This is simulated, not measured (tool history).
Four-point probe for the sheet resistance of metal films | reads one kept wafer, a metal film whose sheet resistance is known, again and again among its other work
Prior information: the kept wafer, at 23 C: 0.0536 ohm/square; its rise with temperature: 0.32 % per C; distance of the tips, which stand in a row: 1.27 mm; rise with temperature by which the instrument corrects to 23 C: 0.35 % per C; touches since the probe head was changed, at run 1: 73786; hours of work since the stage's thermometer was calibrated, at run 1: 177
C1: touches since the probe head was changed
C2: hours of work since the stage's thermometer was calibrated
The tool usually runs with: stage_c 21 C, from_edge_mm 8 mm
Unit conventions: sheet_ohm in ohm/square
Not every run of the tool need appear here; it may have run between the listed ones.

run 1 hour=0.0 | stage_c=21 from_edge_mm=8 | C1=73786 C2=177 | sheet_ohm=0.053816
run 2 hour=38.4 | stage_c=21 from_edge_mm=9 | C1=75022 C2=193 | sheet_ohm=0.053658
run 3 hour=97.4 | stage_c=21 from_edge_mm=8 | C1=76925 C2=217 | sheet_ohm=0.053810
run 4 hour=143.3 | stage_c=29 from_edge_mm=8 | C1=78403 C2=236 | sheet_ohm=0.053661
run 5 hour=196.6 | stage_c=29 from_edge_mm=50 | C1=80122 C2=258 | sheet_ohm=0.052977
run 6 hour=236.2 | stage_c=29 from_edge_mm=7 | C1=81397 C2=275 | sheet_ohm=0.053864
run 7 hour=293.3 | stage_c=29 from_edge_mm=7 | C1=83236 C2=298 | sheet_ohm=0.053864
run 8 hour=363.0 | stage_c=27 from_edge_mm=54 | C1=85482 C2=327 | sheet_ohm=0.052982
run 9 hour=428.8 | stage_c=27 from_edge_mm=54 | C1=87604 C2=354 | sheet_ohm=0.052966
run 10 hour=462.0 | stage_c=21 from_edge_mm=73 | C1=88674 C2=368 | sheet_ohm=0.053050
run 11 hour=526.8 | stage_c=28 from_edge_mm=3 | C1=90759 C2=395 | sheet_ohm=0.057571
run 12 hour=569.7 | stage_c=34 from_edge_mm=14 | C1=92142 C2=413 | sheet_ohm=0.053081
run 13 hour=629.3 | stage_c=19 from_edge_mm=11 | C1=94063 C2=437 | sheet_ohm=0.053434
run 14 hour=685.9 | stage_c=24 from_edge_mm=8 | C1=95886 C2=461 | sheet_ohm=0.053676

Each row is a separate what-if for the run after 14, all from the same tool condition, not one after another. Results?
run A hour=742.0 | stage_c=21 from_edge_mm=56 | C1=97696 C2=484 | sheet_ohm=?
run B hour=742.0 | stage_c=24 from_edge_mm=30 | C1=97696 C2=484 | sheet_ohm=?
run C hour=742.0 | stage_c=24 from_edge_mm=3 | C1=97696 C2=484 | sheet_ohm=?

run=A sheet_ohm=0.053014
run=B sheet_ohm=0.053011
run=C sheet_ohm=0.057588
Without the tool's unlogged condition, the same runs would have read:
run=A sheet_ohm=0.053645
run=B sheet_ohm=0.053642
run=C sheet_ohm=0.058268
